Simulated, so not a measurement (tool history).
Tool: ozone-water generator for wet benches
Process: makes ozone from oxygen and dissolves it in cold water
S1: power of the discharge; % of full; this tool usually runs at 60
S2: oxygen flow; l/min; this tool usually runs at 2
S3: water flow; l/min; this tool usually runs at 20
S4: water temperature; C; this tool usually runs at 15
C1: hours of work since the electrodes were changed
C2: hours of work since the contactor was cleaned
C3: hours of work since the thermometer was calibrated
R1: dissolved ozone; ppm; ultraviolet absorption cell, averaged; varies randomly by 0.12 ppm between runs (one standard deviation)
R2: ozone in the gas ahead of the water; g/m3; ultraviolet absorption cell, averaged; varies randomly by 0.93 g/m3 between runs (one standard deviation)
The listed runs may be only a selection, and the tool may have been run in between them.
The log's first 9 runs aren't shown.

run 10 hour=548.6 | S1=60 S2=2 S3=20 S4=20 | C1=1024 C2=7412 C3=462 | R1=10 R2=157
run 11 hour=582.6 | S1=62 S2=2 S3=20 S4=20 | C1=1056 C2=7444 C3=494 | R1=10.4 R2=160.1
run 12 hour=662 | S1=62 S2=2 S3=20 S4=20 | C1=1130 C2=7518 C3=568 | R1=10.3 R2=162.5
run 13 hour=717.7 | S1=62 S2=2 S3=20 S4=20 | C1=1182 C2=7569 C3=619 | R1=10.1 R2=161.8
run 14 hour=769.7 | S1=62 S2=2 S3=20 S4=20 | C1=1230 C2=7618 C3=668 | R1=10.4 R2=160.6
run 15 hour=846.8 | S1=62 S2=2 S3=20 S4=20 | C1=1302 C2=7690 C3=740 | R1=10.4 R2=160.9
run 16 hour=907.3 | S1=62 S2=2 S3=20 S4=20 | C1=1359 C2=7746 C3=796 | R1=10.4 R2=160.8
-- hour=937.5 contactor cleaned
run 17 hour=961.9 | S1=62 S2=1.52 S3=20 S4=17 | C1=1406 C2=23 C3=843 | R1=9.9 R2=186.4
run 18 hour=1030.1 | S1=47 S2=1.61 S3=20 S4=16 | C1=1469 C2=86 C3=907 | R1=8.1 R2=143.4
run 19 hour=1100.2 | S1=69 S2=2 S3=20 S4=15 | C1=1535 C2=152 C3=972 | R1=11.7 R2=176.6
run 20 hour=1172.9 | S1=80 S2=2 S3=29 S4=10 | C1=1602 C2=219 C3=1040 | R1=9.5 R2=199.5

What does the tool deliver on the next run?
run 21 hour=1229.9 | S1=91 S2=2 S3=29 S4=10 | C1=1656 C2=272 C3=1093 | R1=? R2=?

R1: 10.8 ppm
R2: 222.4 g/m3
Were there no unlogged condition in the tool, this run, its random variation unchanged, would have produced R1 10.8 ppm, R2 222.5 g/m3.
